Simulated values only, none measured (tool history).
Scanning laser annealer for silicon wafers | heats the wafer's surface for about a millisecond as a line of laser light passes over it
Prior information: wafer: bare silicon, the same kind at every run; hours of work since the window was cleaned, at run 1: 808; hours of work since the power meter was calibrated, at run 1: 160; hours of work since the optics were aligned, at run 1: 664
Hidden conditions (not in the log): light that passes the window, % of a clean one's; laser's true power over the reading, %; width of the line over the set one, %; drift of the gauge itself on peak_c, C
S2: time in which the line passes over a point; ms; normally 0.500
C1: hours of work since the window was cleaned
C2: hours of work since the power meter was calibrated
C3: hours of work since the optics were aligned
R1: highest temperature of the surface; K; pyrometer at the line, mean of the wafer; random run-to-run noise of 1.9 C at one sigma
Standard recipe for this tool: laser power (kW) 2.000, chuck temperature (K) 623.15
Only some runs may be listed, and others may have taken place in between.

run 1 hour=0.0 | laser_power_(kW)=2.000 S2=0.500 chuck_temperature_(K)=623.15 | C1=808 C2=160 C3=664 | R1=1407.15
run 2 hour=9.6 | laser_power_(kW)=2.000 S2=0.500 chuck_temperature_(K)=623.15 | C1=814 C2=165 C3=669 | R1=1406.15
run 3 hour=20.1 | laser_power_(kW)=2.000 S2=0.409 chuck_temperature_(K)=623.15 | C1=819 C2=171 C3=675 | R1=1333.15
run 4 hour=31.9 | laser_power_(kW)=2.000 S2=0.409 chuck_temperature_(K)=623.15 | C1=826 C2=177 C3=681 | R1=1333.15
run 5 hour=44.5 | laser_power_(kW)=2.000 S2=0.409 chuck_temperature_(K)=623.15 | C1=833 C2=184 C3=688 | R1=1335.15
run 6 hour=50.0 | laser_power_(kW)=2.000 S2=0.500 chuck_temperature_(K)=623.15 | C1=836 C2=187 C3=691 | R1=1408.15
-- hour=55.5 window over the wafer cleaned
run 7 hour=59.1 | laser_power_(kW)=2.000 S2=0.500 chuck_temperature_(K)=623.15 | C1=2 C2=191 C3=695 | R1=1407.15
run 8 hour=66.9 | laser_power_(kW)=2.000 S2=0.500 chuck_temperature_(K)=623.15 | C1=6 C2=195 C3=699 | R1=1409.15
run 9 hour=76.7 | laser_power_(kW)=2.000 S2=0.500 chuck_temperature_(K)=623.15 | C1=12 C2=201 C3=705 | R1=1411.15
run 10 hour=86.4 | laser_power_(kW)=2.000 S2=0.500 chuck_temperature_(K)=623.15 | C1=17 C2=206 C3=710 | R1=1409.15
run 11 hour=99.1 | laser_power_(kW)=2.000 S2=0.500 chuck_temperature_(K)=623.15 | C1=24 C2=213 C3=717 | R1=1405.15
run 12 hour=108.0 | laser_power_(kW)=2.000 S2=0.500 chuck_temperature_(K)=661.15 | C1=29 C2=218 C3=722 | R1=1448.15
run 13 hour=117.4 | laser_power_(kW)=2.000 S2=0.500 chuck_temperature_(K)=661.15 | C1=34 C2=223 C3=727 | R1=1450.15
run 14 hour=127.0 | laser_power_(kW)=2.000 S2=0.500 chuck_temperature_(K)=661.15 | C1=39 C2=228 C3=732 | R1=1443.15
run 15 hour=138.4 | laser_power_(kW)=2.000 S2=0.500 chuck_temperature_(K)=661.15 | C1=45 C2=235 C3=738 | R1=1447.15
run 16 hour=150.7 | laser_power_(kW)=2.199 S2=0.500 chuck_temperature_(K)=661.15 | C1=52 C2=241 C3=745 | R1=1542.15
run 17 hour=164.0 | laser_power_(kW)=2.199 S2=0.500 chuck_temperature_(K)=661.15 | C1=60 C2=249 C3=752 | R1=1536.15
run 18 hour=175.0 | laser_power_(kW)=2.199 S2=0.500 chuck_temperature_(K)=661.15 | C1=66 C2=255 C3=759 | R1=1539.15
run 19 hour=185.9 | laser_power_(kW)=2.000 S2=0.380 chuck_temperature_(K)=623.15 | C1=72 C2=261 C3=765 | R1=1303.15
run 20 hour=195.6 | laser_power_(kW)=2.000 S2=0.380 chuck_temperature_(K)=623.15 | C1=77 C2=266 C3=770 | R1=1307.15
run 21 hour=208.2 | laser_power_(kW)=2.000 S2=0.380 chuck_temperature_(K)=623.15 | C1=84 C2=273 C3=777 | R1=1308.15
run 22 hour=216.6 | laser_power_(kW)=1.713 S2=0.500 chuck_temperature_(K)=598.15 | C1=88 C2=278 C3=781 | R1=1254.15
run 23 hour=224.7 | laser_power_(kW)=2.000 S2=0.500 chuck_temperature_(K)=583.15 | C1=93 C2=282 C3=786 | R1=1368.15
run 24 hour=230.3 | laser_power_(kW)=2.000 S2=0.500 chuck_temperature_(K)=643.15 | C1=96 C2=285 C3=789 | R1=1428.15
run 25 hour=243.0 | laser_power_(kW)=1.744 S2=0.443 chuck_temperature_(K)=660.15 | C1=103 C2=292 C3=796 | R1=1286.15
run 26 hour=253.0 | laser_power_(kW)=1.744 S2=0.614 chuck_temperature_(K)=655.15 | C1=108 C2=297 C3=801 | R1=1398.15
run 27 hour=260.4 | laser_power_(kW)=1.744 S2=0.614 chuck_temperature_(K)=655.15 | C1=112 C2=302 C3=805 | R1=1395.15
run 28 hour=269.6 | laser_power_(kW)=1.817 S2=0.500 chuck_temperature_(K)=623.15 | C1=117 C2=307 C3=810 | R1=1325.15
run 29 hour=278.4 | laser_power_(kW)=1.846 S2=0.461 chuck_temperature_(K)=596.15 | C1=122 C2=311 C3=815 | R1=1283.15
run 30 hour=289.3 | laser_power_(kW)=2.183 S2=0.573 chuck_temperature_(K)=634.15 | C1=128 C2=317 C3=821 | R1=1566.15
run 31 hour=298.1 | laser_power_(kW)=2.000 S2=0.490 chuck_temperature_(K)=623.15 | C1=133 C2=322 C3=826 | R1=1400.15
run 32 hour=304.2 | laser_power_(kW)=1.877 S2=0.494 chuck_temperature_(K)=628.15 | C1=136 C2=326 C3=829 | R1=1352.15

Run 33 comes next. What will it give?
run 33 hour=310.4 | laser_power_(kW)=1.715 S2=0.500 chuck_temperature_(K)=629.15 | C1=140 C2=329 C3=833 | R1=?

{"run 33": {"R1": 1288.15}}
Minus the tool's unlogged condition, the same run would have read R1 1288.15 K.
